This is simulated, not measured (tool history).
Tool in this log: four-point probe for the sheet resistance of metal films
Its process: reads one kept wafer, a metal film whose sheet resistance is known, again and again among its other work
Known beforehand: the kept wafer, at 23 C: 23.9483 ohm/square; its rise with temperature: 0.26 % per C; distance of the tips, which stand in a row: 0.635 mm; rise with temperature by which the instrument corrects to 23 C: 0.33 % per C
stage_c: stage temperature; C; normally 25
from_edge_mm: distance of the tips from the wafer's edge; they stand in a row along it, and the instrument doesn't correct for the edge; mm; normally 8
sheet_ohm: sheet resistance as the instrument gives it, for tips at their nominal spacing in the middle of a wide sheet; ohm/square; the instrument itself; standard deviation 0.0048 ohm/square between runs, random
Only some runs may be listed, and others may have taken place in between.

run    hour  stage_c  from_edge_mm  sheet_ohm
  1     0.0       25             8  24.022996
  2    76.4       25             8  24.041047
  3   157.7       25            13  23.981287
  4   212.7       30             8  23.956910
  5   281.3       25            23  23.966403
  6   354.4       25            12  23.999182
  7   444.5       25            12  24.004631
  8   555.2       25             8  24.058016
  9   638.4       29             8  23.991887
 10   707.9       29             5  24.124879
 11   771.9       32             8  23.956584
 12   824.1       32             8  23.948714
 13   887.5       32             8  23.961376
 14   952.1       25             8  24.072113
 15  1018.0       25             9  24.054849
 16  1127.6       25             9  24.057967
 17  1181.7       25             8  24.084999
 18  1243.8       22             8  24.147741
 19  1320.6       30             8  24.006617
 20  1404.4       30            74  23.929696
 21  1480.2       19            24  24.132202
 22  1562.1       20             8  24.191761
 23  1644.5       20             8  24.191669
 24  1746.0       20             8  24.197959
 25  1842.5       20            48  24.109178
 26  1934.1       28            72  23.990141
     1994.9  -- stage's thermometer calibrated
 27  2032.9       30            19  23.940234
 28  2143.3       27            71  23.986936
 29  2236.1       27            71  23.987119
 30  2334.7       27            71  24.001343
 31  2425.2       27            71  23.995872
 32  2498.0       26            20  24.024422
 33  2561.2       27             4  24.314692
 34  2645.4       27             4  24.324990
 35  2736.6       18             9  24.224519
 36  2802.9       24            43  24.058790
 37  2867.9       35            28  23.889427
 38  2933.9       30             8  24.056386
 39  3046.5       20            13  24.176984

Branching from run 39: 4 alternative next runs. What would each branch give?
  A  3106.8       27             9          ?
  B  3106.8       25             3          ?
  C  3106.8       24            12          ?
  D  3106.8       29            41          ?

run  sheet_ohm
  A  24.092752
  B  24.619585
  C  24.115414
  D  23.990437
Without the tool's hidden state the same runs would have given:
run  sheet_ohm
  A  23.947783
  B  24.471533
  C  23.970121
  D  23.846175
